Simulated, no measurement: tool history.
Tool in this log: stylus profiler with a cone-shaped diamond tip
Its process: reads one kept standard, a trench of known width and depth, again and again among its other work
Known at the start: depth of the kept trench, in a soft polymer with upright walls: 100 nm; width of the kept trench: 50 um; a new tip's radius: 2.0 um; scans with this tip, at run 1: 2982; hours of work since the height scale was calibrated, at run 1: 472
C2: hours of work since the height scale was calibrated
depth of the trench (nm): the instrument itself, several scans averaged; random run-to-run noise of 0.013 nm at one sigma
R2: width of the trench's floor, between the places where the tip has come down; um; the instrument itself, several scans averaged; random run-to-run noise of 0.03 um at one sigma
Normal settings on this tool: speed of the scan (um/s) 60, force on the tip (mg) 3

run 1 day=0 | speed_of_the_scan_(um/s)=60 force_on_the_tip_(mg)=3 | scans_with_this_tip=2982 C2=472 | depth_of_the_trench_(nm)=101.59 R2=48.43
run 2 day=0.846 | speed_of_the_scan_(um/s)=60 force_on_the_tip_(mg)=2.51 | scans_with_this_tip=3056 C2=484 | depth_of_the_trench_(nm)=101.39 R2=48.49
run 3 day=1.475 | speed_of_the_scan_(um/s)=60 force_on_the_tip_(mg)=2.51 | scans_with_this_tip=3111 C2=492 | depth_of_the_trench_(nm)=101.39 R2=48.49
run 4 day=1.967 | speed_of_the_scan_(um/s)=40 force_on_the_tip_(mg)=3 | scans_with_this_tip=3153 C2=499 | depth_of_the_trench_(nm)=101.59 R2=48.51
run 5 day=2.754 | speed_of_the_scan_(um/s)=40 force_on_the_tip_(mg)=3 | scans_with_this_tip=3222 C2=510 | depth_of_the_trench_(nm)=101.58 R2=48.5
run 6 day=3.546 | speed_of_the_scan_(um/s)=60 force_on_the_tip_(mg)=1.99 | scans_with_this_tip=3291 C2=521 | depth_of_the_trench_(nm)=101.2 R2=48.45
run 7 day=4.121 | speed_of_the_scan_(um/s)=60 force_on_the_tip_(mg)=2.78 | scans_with_this_tip=3341 C2=529 | depth_of_the_trench_(nm)=101.51 R2=48.47
run 8 day=4.512 | speed_of_the_scan_(um/s)=60 force_on_the_tip_(mg)=2.78 | scans_with_this_tip=3375 C2=534 | depth_of_the_trench_(nm)=101.5 R2=48.46
run 9 day=5.017 | speed_of_the_scan_(um/s)=60 force_on_the_tip_(mg)=2.78 | scans_with_this_tip=3419 C2=541 | depth_of_the_trench_(nm)=101.5 R2=48.44
run 10 day=5.417 | speed_of_the_scan_(um/s)=60 force_on_the_tip_(mg)=2.78 | scans_with_this_tip=3454 C2=547 | depth_of_the_trench_(nm)=101.48 R2=48.48
run 11 day=5.988 | speed_of_the_scan_(um/s)=60 force_on_the_tip_(mg)=2.78 | scans_with_this_tip=3504 C2=555 | depth_of_the_trench_(nm)=101.5 R2=48.44
run 12 day=6.842 | speed_of_the_scan_(um/s)=60 force_on_the_tip_(mg)=2.78 | scans_with_this_tip=3578 C2=566 | depth_of_the_trench_(nm)=101.47 R2=48.47
run 13 day=7.242 | speed_of_the_scan_(um/s)=60 force_on_the_tip_(mg)=2.78 | scans_with_this_tip=3613 C2=572 | depth_of_the_trench_(nm)=101.5 R2=48.49
run 14 day=7.871 | speed_of_the_scan_(um/s)=60 force_on_the_tip_(mg)=2.78 | scans_with_this_tip=3668 C2=581 | depth_of_the_trench_(nm)=101.5 R2=48.47
run 15 day=8.396 | speed_of_the_scan_(um/s)=109 force_on_the_tip_(mg)=2.78 | scans_with_this_tip=3713 C2=588 | depth_of_the_trench_(nm)=101.48 R2=48.29
run 16 day=9.167 | speed_of_the_scan_(um/s)=60 force_on_the_tip_(mg)=3 | scans_with_this_tip=3780 C2=598 | depth_of_the_trench_(nm)=101.57 R2=48.42
run 17 day=9.662 | speed_of_the_scan_(um/s)=114 force_on_the_tip_(mg)=3 | scans_with_this_tip=3824 C2=605 | depth_of_the_trench_(nm)=101.58 R2=48.33
run 18 day=10.238 | speed_of_the_scan_(um/s)=114 force_on_the_tip_(mg)=3 | scans_with_this_tip=3874 C2=613 | depth_of_the_trench_(nm)=101.56 R2=48.36
run 19 day=10.717 | speed_of_the_scan_(um/s)=60 force_on_the_tip_(mg)=3 | scans_with_this_tip=3916 C2=620 | depth_of_the_trench_(nm)=101.57 R2=48.42
run 20 day=11.496 | speed_of_the_scan_(um/s)=60 force_on_the_tip_(mg)=3 | scans_with_this_tip=3983 C2=631 | depth_of_the_trench_(nm)=101.58 R2=48.44
run 21 day=12.179 | speed_of_the_scan_(um/s)=60 force_on_the_tip_(mg)=3 | scans_with_this_tip=4043 C2=640 | depth_of_the_trench_(nm)=101.55 R2=48.47
run 22 day=13.088 | speed_of_the_scan_(um/s)=60 force_on_the_tip_(mg)=2.45 | scans_with_this_tip=4122 C2=653 | depth_of_the_trench_(nm)=101.37 R2=48.4
run 23 day=13.979 | speed_of_the_scan_(um/s)=60 force_on_the_tip_(mg)=2.45 | scans_with_this_tip=4200 C2=665 | depth_of_the_trench_(nm)=101.35 R2=48.37
run 24 day=14.846 | speed_of_the_scan_(um/s)=60 force_on_the_tip_(mg)=2.28 | scans_with_this_tip=4275 C2=677 | depth_of_the_trench_(nm)=101.27 R2=48.36
run 25 day=15.7 | speed_of_the_scan_(um/s)=60 force_on_the_tip_(mg)=7.62 | scans_with_this_tip=4349 C2=688 | depth_of_the_trench_(nm)=103.02 R2=48.46
run 26 day=16.55 | speed_of_the_scan_(um/s)=69 force_on_the_tip_(mg)=3.4 | scans_with_this_tip=4423 C2=700 | depth_of_the_trench_(nm)=101.68 R2=48.4
run 27 day=17.108 | speed_of_the_scan_(um/s)=60 force_on_the_tip_(mg)=1.11 | scans_with_this_tip=4472 C2=708 | depth_of_the_trench_(nm)=100.75 R2=48.35
run 28 day=17.529 | speed_of_the_scan_(um/s)=60 force_on_the_tip_(mg)=1.11 | scans_with_this_tip=4509 C2=714 | depth_of_the_trench_(nm)=100.76 R2=48.28
run 29 day=18.158 | speed_of_the_scan_(um/s)=60 force_on_the_tip_(mg)=1.11 | scans_with_this_tip=4564 C2=722 | depth_of_the_trench_(nm)=100.74 R2=48.31
run 30 day=18.825 | speed_of_the_scan_(um/s)=60 force_on_the_tip_(mg)=1.11 | scans_with_this_tip=4622 C2=732 | depth_of_the_trench_(nm)=100.74 R2=48.32
run 31 day=19.3 | speed_of_the_scan_(um/s)=60 force_on_the_tip_(mg)=1.11 | scans_with_this_tip=4663 C2=738 | depth_of_the_trench_(nm)=100.74 R2=48.36
run 32 day=19.808 | speed_of_the_scan_(um/s)=60 force_on_the_tip_(mg)=1.11 | scans_with_this_tip=4707 C2=745 | depth_of_the_trench_(nm)=100.75 R2=48.34
run 33 day=20.542 | speed_of_the_scan_(um/s)=60 force_on_the_tip_(mg)=1.11 | scans_with_this_tip=4771 C2=755 | depth_of_the_trench_(nm)=100.73 R2=48.32
run 34 day=21.067 | speed_of_the_scan_(um/s)=60 force_on_the_tip_(mg)=1.11 | scans_with_this_tip=4817 C2=763 | depth_of_the_trench_(nm)=100.77 R2=48.34
run 35 day=21.496 | speed_of_the_scan_(um/s)=89 force_on_the_tip_(mg)=5.1 | scans_with_this_tip=4854 C2=768 | depth_of_the_trench_(nm)=102.27 R2=48.35
run 36 day=22.017 | speed_of_the_scan_(um/s)=89 force_on_the_tip_(mg)=5.1 | scans_with_this_tip=4900 C2=776 | depth_of_the_trench_(nm)=102.25 R2=48.4
run 37 day=22.688 | speed_of_the_scan_(um/s)=135 force_on_the_tip_(mg)=4.73 | scans_with_this_tip=4958 C2=785 | depth_of_the_trench_(nm)=102.15 R2=48.3
run 38 day=23.371 | speed_of_the_scan_(um/s)=129 force_on_the_tip_(mg)=4.73 | scans_with_this_tip=5018 C2=794 | depth_of_the_trench_(nm)=102.13 R2=48.26
run 39 day=24.221 | speed_of_the_scan_(um/s)=129 force_on_the_tip_(mg)=4.73 | scans_with_this_tip=5092 C2=806 | depth_of_the_trench_(nm)=102.14 R2=48.32
run 40 day=24.971 | speed_of_the_scan_(um/s)=129 force_on_the_tip_(mg)=4.73 | scans_with_this_tip=5157 C2=816 | depth_of_the_trench_(nm)=102.13 R2=48.32
run 41 day=25.729 | speed_of_the_scan_(um/s)=129 force_on_the_tip_(mg)=4.73 | scans_with_this_tip=5223 C2=827 | depth_of_the_trench_(nm)=102.14 R2=48.27
run 42 day=26.296 | speed_of_the_scan_(um/s)=42 force_on_the_tip_(mg)=4.15 | scans_with_this_tip=5272 C2=835 | depth_of_the_trench_(nm)=101.96 R2=48.41
run 43 day=26.908 | speed_of_the_scan_(um/s)=42 force_on_the_tip_(mg)=4.15 | scans_with_this_tip=5326 C2=843 | depth_of_the_trench_(nm)=101.94 R2=48.37
run 44 day=27.621 | speed_of_the_scan_(um/s)=101 force_on_the_tip_(mg)=3 | scans_with_this_tip=5388 C2=853 | depth_of_the_trench_(nm)=101.54 R2=48.24
run 45 day=28.388 | speed_of_the_scan_(um/s)=162 force_on_the_tip_(mg)=6.67 | scans_with_this_tip=5455 C2=863 | depth_of_the_trench_(nm)=102.7 R2=48.23
run 46 day=28.942 | speed_of_the_scan_(um/s)=60 force_on_the_tip_(mg)=6.65 | scans_with_this_tip=5503 C2=871 | depth_of_the_trench_(nm)=102.68 R2=48.38
run 47 day=29.871 | speed_of_the_scan_(um/s)=41 force_on_the_tip_(mg)=6.65 | scans_with_this_tip=5584 C2=884 | depth_of_the_trench_(nm)=102.68 R2=48.45
run 48 day=30.279 | speed_of_the_scan_(um/s)=185 force_on_the_tip_(mg)=6.09 | scans_with_this_tip=5619 C2=890 | depth_of_the_trench_(nm)=102.51 R2=48.19

Each row is a separate what-if for the run after 48, all from the same tool condition, not one after another. Results?
run A day=31.033 | speed_of_the_scan_(um/s)=144 force_on_the_tip_(mg)=8.15 | scans_with_this_tip=5685 C2=900 | depth_of_the_trench_(nm)=? R2=?
run B day=31.033 | speed_of_the_scan_(um/s)=115 force_on_the_tip_(mg)=3 | scans_with_this_tip=5685 C2=900 | depth_of_the_trench_(nm)=? R2=?
run C day=31.033 | speed_of_the_scan_(um/s)=113 force_on_the_tip_(mg)=7.3 | scans_with_this_tip=5685 C2=900 | depth_of_the_trench_(nm)=? R2=?

run=A depth_of_the_trench_(nm)=103.14 R2=48.29
run=B depth_of_the_trench_(nm)=101.53 R2=48.23
run=C depth_of_the_trench_(nm)=102.88 R2=48.32
With the hidden condition removed and each run's random variation left untouched, the same runs would have given:
run=A depth_of_the_trench_(nm)=103.27 R2=48.56
run=B depth_of_the_trench_(nm)=101.65 R2=48.5
run=C depth_of_the_trench_(nm)=103.01 R2=48.59

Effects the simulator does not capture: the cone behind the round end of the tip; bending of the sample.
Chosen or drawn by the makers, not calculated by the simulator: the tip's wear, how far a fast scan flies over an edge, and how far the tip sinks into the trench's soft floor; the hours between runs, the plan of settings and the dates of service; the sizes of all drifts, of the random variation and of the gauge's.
